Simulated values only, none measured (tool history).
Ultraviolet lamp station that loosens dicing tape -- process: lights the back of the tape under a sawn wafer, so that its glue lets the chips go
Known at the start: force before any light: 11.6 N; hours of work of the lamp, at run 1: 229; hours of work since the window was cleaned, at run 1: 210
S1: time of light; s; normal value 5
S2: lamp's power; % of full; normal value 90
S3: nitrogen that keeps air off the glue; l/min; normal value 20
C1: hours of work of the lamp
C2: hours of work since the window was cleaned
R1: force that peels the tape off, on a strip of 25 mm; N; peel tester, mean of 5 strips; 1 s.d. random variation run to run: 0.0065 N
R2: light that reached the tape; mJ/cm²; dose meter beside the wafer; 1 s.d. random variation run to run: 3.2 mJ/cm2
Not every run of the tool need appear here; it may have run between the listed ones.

Run 1, hour 0: usual settings; C1 229; C2 210. Result: R1 0.308 N, R2 453 mJ/cm².
Run 2, hour 18.3: usual settings; C1 237; C2 217. Result: R1 0.31 N, R2 448 mJ/cm².
Run 3, hour 36.6: usual settings; C1 244; C2 225. Result: R1 0.308 N, R2 444 mJ/cm².
Run 4, hour 63.4: usual settings; C1 255; C2 236. Result: R1 0.345 N, R2 448 mJ/cm².
Run 5, hour 82.4: usual settings; C1 263; C2 243. Result: R1 0.318 N, R2 437 mJ/cm².
Run 6, hour 99: usual settings; C1 269; C2 250. Result: R1 0.343 N, R2 442 mJ/cm².
Run 7, hour 118.3: usual settings but S3 10 l/min; C1 277; C2 258. Result: R1 0.761 N, R2 441 mJ/cm².
Run 8, hour 143: usual settings; C1 287; C2 268. Result: R1 0.335 N, R2 434 mJ/cm².
Run 9, hour 157.7: usual settings but S2 89 % of full; C1 293; C2 274. Result: R1 0.345 N, R2 428 mJ/cm².
Run 10, hour 181.8: usual settings but S2 89 % of full, S3 16 l/min; C1 303; C2 284. Result: R1 0.478 N, R2 426 mJ/cm².
Run 11, hour 208.9: usual settings but S3 28 l/min; C1 314; C2 295. Result: R1 0.252 N, R2 429 mJ/cm².
Run 12, hour 229: usual settings but S3 35 l/min; C1 322; C2 303. Result: R1 0.19 N, R2 429 mJ/cm².
Run 13, hour 245.4: usual settings but S3 7 l/min; C1 329; C2 310. Result: R1 1.189 N, R2 423 mJ/cm².
Run 14, hour 269.4: usual settings but S3 7 l/min; C1 338; C2 319. Result: R1 1.263 N, R2 427 mJ/cm².
Run 15, hour 293.2: usual settings but S2 88 % of full; C1 348; C2 329. Result: R1 0.387 N, R2 415 mJ/cm².
Run 16, hour 316.9: usual settings but S2 66 % of full; C1 358; C2 339. Result: R1 0.901 N, R2 308 mJ/cm².
Run 17, hour 344.1: usual settings but S2 66 % of full; C1 369; C2 350. Result: R1 0.913 N, R2 305 mJ/cm².
Run 18, hour 359.8: usual settings but S2 66 % of full; C1 375; C2 356. Result: R1 0.923 N, R2 304 mJ/cm².
Run 19, hour 382.7: usual settings but S2 80 % of full; C1 384; C2 365. Result: R1 0.552 N, R2 370 mJ/cm².
Run 20, hour 394.9: usual settings but S2 80 % of full; C1 389; C2 370. Result: R1 0.591 N, R2 364 mJ/cm².
Run 21, hour 417.4: usual settings but S2 80 % of full; C1 399; C2 379. Result: R1 0.587 N, R2 367 mJ/cm².
Run 22, hour 442.4: usual settings but S3 16 l/min; C1 409; C2 390. Result: R1 0.571 N, R2 407 mJ/cm².
Run 23, hour 466.6: usual settings but S1 4 s; C1 419; C2 399. Result: R1 0.792 N, R2 321 mJ/cm².
Run 24, hour 479.5: usual settings but S1 10 s, S2 80 % of full, S3 38 l/min; C1 424; C2 405. Result: R1 0.07 N, R2 726 mJ/cm².
Run 25, hour 495.5: usual settings but S1 10 s, S2 80 % of full, S3 38 l/min; C1 430; C2 411. Result: R1 0.079 N, R2 715 mJ/cm².
Run 26, hour 512.5: usual settings but S1 2 s, S2 63 % of full, S3 38 l/min; C1 437; C2 418. Result: R1 3.441 N, R2 114 mJ/cm².
Run 27, hour 532.3: usual settings but S1 3 s; C1 445; C2 426. Result: R1 1.552 N, R2 242 mJ/cm².

Run 28 is up next; what results do you expect?
Run 28, hour 555.2: usual settings but S3 10 l/min; C1 454; C2 435. Result: R1 ?, R2 ?.

R1: 1.059 N
R2: 389 mJ/cm²
The same run, on a tool lacking any hidden state, would have yielded R1 0.55 N, R2 503 mJ/cm².
